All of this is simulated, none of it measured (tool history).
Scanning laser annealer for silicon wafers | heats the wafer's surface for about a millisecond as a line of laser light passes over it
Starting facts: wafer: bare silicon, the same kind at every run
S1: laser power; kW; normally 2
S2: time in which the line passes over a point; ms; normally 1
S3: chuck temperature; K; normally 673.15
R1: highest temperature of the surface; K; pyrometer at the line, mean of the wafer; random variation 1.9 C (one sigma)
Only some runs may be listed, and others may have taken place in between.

Run 1, day 0: usual settings. Result: R1 1398.15 K.
Run 2, day 2.538: usual settings. Result: R1 1399.15 K.
Run 3, day 4.821: usual settings. Result: R1 1398.15 K.
Run 4, day 7.071: usual settings. Result: R1 1398.15 K.
Run 5, day 8.458: usual settings. Result: R1 1395.15 K.
Run 6, day 9.912: usual settings. Result: R1 1399.15 K.
Run 7, day 12.475: usual settings but S1 1.778 kW. Result: R1 1322.15 K.
Run 8, day 14.988: usual settings but S1 1.778 kW. Result: R1 1318.15 K.
Run 9, day 16.979: usual settings but S1 1.778 kW. Result: R1 1317.15 K.
Run 10, day 19.354: usual settings but S1 1.778 kW. Result: R1 1317.15 K.
Run 11, day 21.654: usual settings. Result: R1 1397.15 K.
Run 12, day 22.804: usual settings. Result: R1 1399.15 K.
Run 13, day 24.25: usual settings but S1 1.906 kW, S2 1.05 ms, S3 663.15 K. Result: R1 1375.15 K.
Run 14, day 25.783: usual settings but S1 1.761 kW, S2 1.05 ms, S3 663.15 K. Result: R1 1320.15 K.
Run 15, day 27.238: usual settings but S1 1.761 kW, S2 1.05 ms, S3 663.15 K. Result: R1 1324.15 K.
Run 16, day 29.125: usual settings but S1 1.761 kW, S2 1.05 ms, S3 663.15 K. Result: R1 1319.15 K.
Run 17, day 31.625: usual settings but S1 1.761 kW, S2 1.05 ms, S3 663.15 K. Result: R1 1319.15 K.
Run 18, day 32.946: usual settings but S1 1.761 kW, S2 1.05 ms, S3 663.15 K. Result: R1 1321.15 K.
Run 19, day 35.129: usual settings but S1 1.761 kW, S2 0.88 ms, S3 636.15 K. Result: R1 1231.15 K.
Run 20, day 36.892: usual settings but S3 695.15 K. Result: R1 1419.15 K.
Run 21, day 38.783: usual settings but S1 1.962 kW, S2 0.97 ms, S3 651.15 K. Result: R1 1347.15 K.
Run 22, day 40.858: usual settings but S1 1.783 kW. Result: R1 1318.15 K.
Run 23, day 43.162: usual settings but S2 1.16 ms. Result: R1 1463.15 K.

Between the runs listed above, the log contained 1 entry, not reproduced here. Where in the sequence does each belong, and how does what the log doesn't record of the tool's condition differ from the listed run before to the listed run after?
Between runs 13 and 14: window over the wafer cleaned (day 24.467)
  light that passes the window, % of a clean one's: 99.82 -> 99.99
